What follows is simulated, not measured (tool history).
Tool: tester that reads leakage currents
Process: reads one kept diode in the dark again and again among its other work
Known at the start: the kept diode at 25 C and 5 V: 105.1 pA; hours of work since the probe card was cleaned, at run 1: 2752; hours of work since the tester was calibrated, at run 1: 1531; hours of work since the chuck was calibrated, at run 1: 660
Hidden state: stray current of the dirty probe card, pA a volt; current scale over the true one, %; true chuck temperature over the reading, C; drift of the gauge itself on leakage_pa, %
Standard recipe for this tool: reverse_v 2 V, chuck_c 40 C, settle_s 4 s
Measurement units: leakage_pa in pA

run	hour	reverse_v	chuck_c	settle_s	hours of work since the probe card was cleaned	hours of work since the tester was calibrated	hours of work since the chuck was calibrated	leakage_pa
1	0	2	40	4	2752	1531	660	225.55
2	55.1	2	40	4	2775	1554	683	224.65
3	147.4	2	27	4	2813	1592	721	69.43
4	195.2	2	27	4	2833	1612	740	69.08
5	302	2	27	4	2877	1656	784	69.01
6	380.8	2	27	4.27	2909	1688	817	68.2
7	427.9	2	27	4.27	2929	1707	836	68.06
8	520.1	2	27	4.27	2967	1745	874	68.36
9	613.3	2	27	4.27	3005	1784	913	68.38
10	717.6	2	27	4.27	3048	1827	955	67.59
# hour 763.4: chuck's temperature calibrated
11	771.9	2	27	4.27	3069	1848	4	64.77
12	827.6	2	27	4.27	3092	1871	26	64.3
13	874.2	2	40	4	3111	1890	46	209.04
14	918.6	2	40	3.09	3130	1908	64	210.14
15	1017.1	2	40	3.09	3170	1949	104	208.04
16	1097.9	2	40	4	3203	1982	138	207.84
17	1204.1	2	40	4	3247	2026	181	207.15
# hour 1300.3: chuck's temperature calibrated, once more
18	1312.3	1.65	40	4	3291	2070	5	218.11
19	1376.5	1.65	40	4	3317	2096	31	216.7
20	1435.9	1.65	40	4	3342	2121	56	215.68
21	1514	4.15	57	0.93	3374	2153	88	1463.03
22	1583.4	1.4	26	2.36	3402	2181	117	55.76
23	1678.8	1.4	26	2.36	3442	2220	156	55.79
24	1766.3	1.4	26	2.36	3478	2256	192	55.19
25	1839.2	1.4	26	2.36	3508	2286	222	55.28
26	1900.1	2	28	8	3533	2312	247	81.37
27	1943	2	28	8	3550	2329	264	81.5
28	2030.5	2.27	40	4	3586	2365	300	253.24
29	2136.4	2.27	41	0.48	3630	2409	344	275.46
30	2234.3	10.01	40	4	3670	2449	384	586.15
31	2303.2	10.01	40	4	3699	2477	413	582.53
32	2382.6	2.12	33	0.78	3731	2510	445	130.4
33	2453.1	2.1	38	0.78	3760	2539	474	201.57
34	2550.7	4.35	55	4	3801	2579	515	1240.47
35	2622.1	4.35	55	4	3830	2609	544	1231.18
# hour 2649.7: probe card cleaned and baked
36	2701.3	4.35	28	1.04	21	2640	575	122.52
37	2768	6.82	57	0.44	49	2667	603	1850.7
38	2848.5	2	40	0.37	82	2701	636	230.3
39	2945.1	2	37	0.81	122	2740	676	175.82
40	3042	3.82	40	0.48	161	2780	716	328.11

Hidden state at the last listed run before each entry between runs and at the first one after, where it differs:
From run 10 to run 11: chuck's temperature calibrated (hour 763.4)
  stray current of the dirty probe card, pA a volt: 0.229 -> 0.231; true chuck temperature over the reading, C: -1.2 -> -1.67
  measured result minus the result with no hidden state, leakage_pa: -7.93 -> -10.82 pA
From run 17 to run 18: chuck's temperature calibrated, once more (hour 1300.3)
  stray current of the dirty probe card, pA a volt: 0.243 -> 0.246; current scale over the true one, %: -0.44 -> -0.45; true chuck temperature over the reading, C: -1.84 -> -0.03
  measured result minus the result with no hidden state, leakage_pa: -36.41 -> -1.22 pA
From run 35 to run 36: probe card cleaned and baked (hour 2649.7)
  stray current of the dirty probe card, pA a volt: 0.284 -> 0.025; true chuck temperature over the reading, C: -0.57 -> -0.61
  measured result minus the result with no hidden state, leakage_pa: -63.05 -> -7.83 pA
